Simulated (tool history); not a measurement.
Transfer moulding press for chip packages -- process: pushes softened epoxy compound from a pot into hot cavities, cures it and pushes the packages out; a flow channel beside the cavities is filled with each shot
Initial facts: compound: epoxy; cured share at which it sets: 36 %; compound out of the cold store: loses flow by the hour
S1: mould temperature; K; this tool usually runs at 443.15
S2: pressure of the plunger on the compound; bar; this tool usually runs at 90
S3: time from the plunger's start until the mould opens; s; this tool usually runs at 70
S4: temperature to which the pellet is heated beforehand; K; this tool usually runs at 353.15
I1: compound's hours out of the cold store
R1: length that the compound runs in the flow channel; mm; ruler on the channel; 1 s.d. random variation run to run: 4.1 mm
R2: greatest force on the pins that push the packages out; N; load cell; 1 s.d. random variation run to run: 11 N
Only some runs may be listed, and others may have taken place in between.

run 1 hour=0 | S1=443.15 S2=90 S3=70 S4=353.15 | I1=8.9 | R1=1048 R2=861
-- hour=18.6 cavities cleaned with cleaning compound and waxed
run 2 hour=20 | S1=443.15 S2=72.8 S3=70 S4=353.15 | I1=16.6 | R1=916 R2=559
run 3 hour=56.3 | S1=443.15 S2=97.6 S3=70 S4=353.15 | I1=9.3 | R1=1077 R2=739
run 4 hour=81.8 | S1=443.15 S2=97.6 S3=70 S4=353.15 | I1=16 | R1=1052 R2=768
run 5 hour=110.4 | S1=443.15 S2=97.6 S3=70 S4=353.15 | I1=46 | R1=934 R2=755
-- hour=114.2 cavities cleaned with cleaning compound and waxed
run 6 hour=138.6 | S1=443.15 S2=97.6 S3=70 S4=353.15 | I1=34.4 | R1=968 R2=688
run 7 hour=155.6 | S1=443.15 S2=90 S3=70 S4=351.15 | I1=27.9 | R1=949 R2=762
run 8 hour=191.6 | S1=443.15 S2=90 S3=70 S4=351.15 | I1=27.1 | R1=950 R2=786
-- hour=209.3 plunger's sealing rings changed
-- hour=212.8 cavities cleaned with cleaning compound and waxed
run 9 hour=219.5 | S1=443.15 S2=90 S3=70 S4=351.15 | I1=31.1 | R1=952 R2=584
run 10 hour=250.3 | S1=443.15 S2=90 S3=70 S4=351.15 | I1=32.1 | R1=945 R2=702
run 11 hour=268.9 | S1=443.15 S2=90 S3=70 S4=353.15 | I1=32.3 | R1=951 R2=789
run 12 hour=297.4 | S1=438.15 S2=90 S3=70 S4=353.15 | I1=8.4 | R1=1070 R2=1235
-- hour=308.2 cavities cleaned with cleaning compound and waxed
run 13 hour=323.3 | S1=438.15 S2=90 S3=70 S4=353.15 | I1=15.2 | R1=1035 R2=930
run 14 hour=354.9 | S1=436.15 S2=90 S3=70 S4=357.15 | I1=18.2 | R1=1030 R2=1255
run 15 hour=379 | S1=436.15 S2=90 S3=70 S4=357.15 | I1=15 | R1=1035 R2=1296
-- hour=405.3 cavities cleaned with cleaning compound and waxed
run 16 hour=410.1 | S1=441.15 S2=90 S3=70 S4=357.15 | I1=16.9 | R1=1001 R2=636
run 17 hour=446.3 | S1=446.15 S2=90 S3=58 S4=353.15 | I1=23.3 | R1=956 R2=907
-- hour=450.8 plunger's sealing rings changed
run 18 hour=481.6 | S1=447.15 S2=90 S3=70 S4=349.15 | I1=34.2 | R1=924 R2=641
-- hour=504.8 cavities cleaned with cleaning compound and waxed
run 19 hour=508.4 | S1=443.15 S2=90 S3=55 S4=353.15 | I1=19.5 | R1=999 R2=961
run 20 hour=524.5 | S1=443.15 S2=90 S3=70 S4=346.15 | I1=44.1 | R1=902 R2=653
run 21 hour=540.3 | S1=450.15 S2=90 S3=99 S4=353.15 | I1=43.4 | R1=883 R2=498
run 22 hour=575.9 | S1=438.15 S2=90 S3=82 S4=353.15 | I1=31.8 | R1=965 R2=785
run 23 hour=591.8 | S1=446.15 S2=80.3 S3=70 S4=353.15 | I1=25.1 | R1=901 R2=682
-- hour=601.5 cavities cleaned with cleaning compound and waxed
run 24 hour=608.9 | S1=443.15 S2=68.1 S3=70 S4=349.15 | I1=11.2 | R1=890 R2=611
run 25 hour=625.2 | S1=443.15 S2=68.1 S3=100 S4=362.15 | I1=21.6 | R1=847 R2=470

Some steps in R1 between neighbouring runs. How much of each would the tool show without its hidden state too (settings, what came in, random variation), and how much is left for the hidden state, with any gauge scatter that isn't in both results?
What the log doesn't record here: true mould temperature over the reading, C; pressure that reaches the compound, % of what is set; grip of the stained cavities, % over clean ones'; drift of the gauge itself on flow_mm, %; drift of the gauge itself on push_out_n, %.
Run 1 -> 2: S2 90 -> 72.8, cavities cleaned with cleaning compound and waxed. R1 -132 mm: hidden state -1, all else -131.
Run 2 -> 3: S2 72.8 -> 97.6. R1 +161 mm: hidden state -3, all else +164.
Run 8 -> 9: plunger's sealing rings changed, cavities cleaned with cleaning compound and waxed. R1 +2 mm: hidden state +15, all else -13.
Run 17 -> 18: S1 446.15 -> 447.15, S3 58 -> 70, S4 353.15 -> 349.15, plunger's sealing rings changed. R1 -32 mm: hidden state +15, all else -47.

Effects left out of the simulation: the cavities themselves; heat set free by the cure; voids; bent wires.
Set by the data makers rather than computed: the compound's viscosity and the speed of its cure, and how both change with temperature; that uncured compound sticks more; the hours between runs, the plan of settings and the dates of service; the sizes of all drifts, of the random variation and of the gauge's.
